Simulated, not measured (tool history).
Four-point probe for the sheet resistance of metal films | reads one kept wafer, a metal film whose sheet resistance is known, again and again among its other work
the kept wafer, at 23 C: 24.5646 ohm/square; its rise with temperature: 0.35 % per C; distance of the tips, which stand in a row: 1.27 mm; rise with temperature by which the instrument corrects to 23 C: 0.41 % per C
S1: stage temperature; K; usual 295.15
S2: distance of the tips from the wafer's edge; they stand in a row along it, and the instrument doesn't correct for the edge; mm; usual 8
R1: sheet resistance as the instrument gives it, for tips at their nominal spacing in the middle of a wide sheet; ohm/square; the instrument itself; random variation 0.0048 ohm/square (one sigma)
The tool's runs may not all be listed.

| run | hour | S1 | S2 | R1 |
|---|---|---|---|---|
| 1 | 0.0 | 295.15 | 8 | 24.949619 |
| 2 | 34.2 | 295.15 | 8 | 24.931437 |
| 3 | 82.1 | 295.15 | 8 | 24.952422 |
| 4 | 133.5 | 295.15 | 8 | 24.941547 |
| 5 | 181.8 | 295.15 | 8 | 24.936698 |
| 6 | 208.7 | 303.15 | 8 | 24.828943 |
| 7 | 251.1 | 295.15 | 8 | 24.937701 |
| 8 | 275.7 | 295.15 | 8 | 24.943680 |
| 9 | 329.7 | 295.15 | 8 | 24.949061 |
|  | 344.4 | stage's thermometer calibrated |
| 10 | 373.6 | 295.15 | 42 | 24.640089 |
| 11 | 403.7 | 295.15 | 42 | 24.642568 |
| 12 | 450.2 | 300.15 | 42 | 24.564915 |
| 13 | 480.4 | 306.15 | 42 | 24.483338 |
| 14 | 524.8 | 306.15 | 42 | 24.492596 |
| 15 | 577.5 | 296.15 | 22 | 24.647327 |
| 16 | 601.6 | 294.15 | 22 | 24.690384 |
|  | 622.8 | stage's thermometer calibrated, once more |
| 17 | 642.1 | 298.15 | 26 | 24.533738 |
| 18 | 691.3 | 298.15 | 26 | 24.529040 |
| 19 | 732.3 | 300.15 | 29 | 24.509561 |
| 20 | 765.6 | 303.15 | 18 | 24.499979 |
| 21 | 822.4 | 303.15 | 73 | 24.436719 |
| 22 | 855.4 | 297.15 | 49 | 24.528056 |
| 23 | 908.6 | 297.15 | 6 | 25.102537 |
| 24 | 942.6 | 298.15 | 55 | 24.513505 |
| 25 | 996.9 | 295.15 | 24 | 24.574288 |
| 26 | 1049.4 | 299.15 | 31 | 24.512953 |
| 27 | 1092.9 | 298.15 | 31 | 24.520890 |

Forecast each of these 4 alternatives for the next run:
| A | 1138.1 | 298.15 | 30 | ? |
| B | 1138.1 | 292.15 | 21 | ? |
| C | 1138.1 | 293.15 | 31 | ? |
| D | 1138.1 | 307.15 | 57 | ? |

| run | R1 |
|---|---|
| A | 24.519342 |
| B | 24.643865 |
| C | 24.606148 |
| D | 24.387774 |
Without the tool's hidden state the same runs would have given:
| run | R1 |
|---|---|
| A | 24.553551 |
| B | 24.678107 |
| C | 24.640365 |
| D | 24.421995 |
